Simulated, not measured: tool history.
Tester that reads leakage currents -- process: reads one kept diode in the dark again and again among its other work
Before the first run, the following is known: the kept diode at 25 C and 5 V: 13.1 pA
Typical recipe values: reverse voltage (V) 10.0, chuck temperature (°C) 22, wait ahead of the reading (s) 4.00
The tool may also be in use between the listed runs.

| run | hour | reverse voltage (V) | chuck temperature (°C) | wait ahead of the reading (s) | current that the tester gives (pA) |
|---|---|---|---|---|---|
| 1 | 0.0 | 10.0 | 22 | 4.00 | 14.28 |
| 2 | 33.6 | 10.0 | 22 | 4.00 | 14.26 |
| 3 | 80.5 | 10.0 | 22 | 4.00 | 14.30 |
| 4 | 158.0 | 10.0 | 22 | 4.00 | 14.43 |
| 5 | 196.5 | 10.0 | 22 | 4.00 | 14.27 |
| 6 | 238.3 | 1.6 | 22 | 4.00 | 7.25 |
| 7 | 309.1 | 1.6 | 22 | 4.00 | 7.24 |
| 8 | 369.2 | 10.0 | 24 | 4.00 | 16.48 |
| 9 | 420.5 | 10.0 | 22 | 7.10 | 13.91 |
| 10 | 480.3 | 1.3 | 26 | 0.85 | 9.51 |
| 11 | 547.5 | 1.3 | 26 | 0.85 | 9.38 |
| 12 | 619.0 | 7.5 | 55 | 0.45 | 120.29 |
| 13 | 697.4 | 7.5 | 55 | 0.45 | 120.25 |
| 14 | 734.5 | 5.1 | 34 | 2.79 | 26.17 |
|  | 772.2 | chuck's temperature calibrated |
| 15 | 791.3 | 5.1 | 34 | 2.79 | 25.98 |
| 16 | 869.2 | 9.0 | 22 | 1.28 | 15.29 |

Below are 5 alternative next runs, each starting from the tool's condition after run 16. Predict each:
| A | 921.8 | 10.0 | 22 | 0.39 | ? |
| B | 921.8 | 5.4 | 22 | 0.62 | ? |
| C | 921.8 | 2.9 | 22 | 1.28 | ? |
| D | 921.8 | 5.9 | 22 | 2.28 | ? |
| E | 921.8 | 10.0 | 22 | 1.46 | ? |

| run | current that the tester gives (pA) |
|---|---|
| A | 21.68 |
| B | 13.55 |
| C | 9.49 |
| D | 11.96 |
| E | 15.66 |
Had the tool no hidden state, the same runs would have come out as:
| run | current that the tester gives (pA) |
|---|---|
| A | 21.65 |
| B | 13.54 |
| C | 9.48 |
| D | 11.94 |
| E | 15.64 |
